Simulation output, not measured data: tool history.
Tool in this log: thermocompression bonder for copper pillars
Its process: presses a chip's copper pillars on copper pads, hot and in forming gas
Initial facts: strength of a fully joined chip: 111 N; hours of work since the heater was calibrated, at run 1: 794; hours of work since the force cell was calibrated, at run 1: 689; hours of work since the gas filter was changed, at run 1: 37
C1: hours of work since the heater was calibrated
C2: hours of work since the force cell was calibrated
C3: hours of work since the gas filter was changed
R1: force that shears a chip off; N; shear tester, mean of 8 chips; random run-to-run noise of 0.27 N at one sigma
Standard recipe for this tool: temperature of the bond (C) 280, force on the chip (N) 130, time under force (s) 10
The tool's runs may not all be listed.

Run 1, hour 0.0: usual settings; C1 794; C2 689; C3 37. Result: R1 81.1 N.
Run 2, hour 36.2: usual settings; C1 815; C2 710; C3 58. Result: R1 81.3 N.
Run 3, hour 85.6: usual settings; C1 844; C2 739; C3 87. Result: R1 81.2 N.
Run 4, hour 124.4: usual settings; C1 867; C2 762; C3 109. Result: R1 80.8 N.
Run 5, hour 184.7: usual settings; C1 902; C2 797; C3 145. Result: R1 81.2 N.
Run 6, hour 236.0: usual settings; C1 932; C2 827; C3 175. Result: R1 80.5 N.
Run 7, hour 263.3: usual settings; C1 948; C2 843; C3 190. Result: R1 80.8 N.
Run 8, hour 291.0: usual settings; C1 964; C2 859; C3 207. Result: R1 80.4 N.
Run 9, hour 324.3: usual settings; C1 984; C2 879; C3 226. Result: R1 80.4 N.
Run 10, hour 386.8: usual settings but force on the chip (N) 94, time under force (s) 8; C1 1020; C2 915; C3 263. Result: R1 67.1 N.
At hour 417.0: forming gas filter changed.
Run 11, hour 436.0: usual settings but force on the chip (N) 167, time under force (s) 8; C1 1049; C2 944; C3 11. Result: R1 82.2 N.
Run 12, hour 501.3: usual settings but force on the chip (N) 167, time under force (s) 8; C1 1087; C2 982; C3 49. Result: R1 82.1 N.
Run 13, hour 538.0: usual settings but force on the chip (N) 83; C1 1108; C2 1003; C3 71. Result: R1 68.3 N.
Run 14, hour 596.0: usual settings but temperature of the bond (C) 301, force on the chip (N) 116; C1 1142; C2 1037; C3 105. Result: R1 88.3 N.
Run 15, hour 657.5: usual settings but temperature of the bond (C) 276, force on the chip (N) 112; C1 1178; C2 1073; C3 141. Result: R1 73.8 N.
Run 16, hour 689.8: usual settings but temperature of the bond (C) 305, force on the chip (N) 112, time under force (s) 18; C1 1197; C2 1092; C3 160. Result: R1 97.7 N.

Entry by entry between the runs, the difference in hidden state between the last listed run before and the first listed run after:
Logged between run 10 and run 11: forming gas filter changed (hour 417.0)
  oxide that the forming gas leaves, % of the face: 0.55 -> 0.5; drift of the gauge itself on shear_n, %: -1.11 -> -1.25
  what was measured, less what the result would be without the hidden state, R1: -0.7 -> -1.0 N
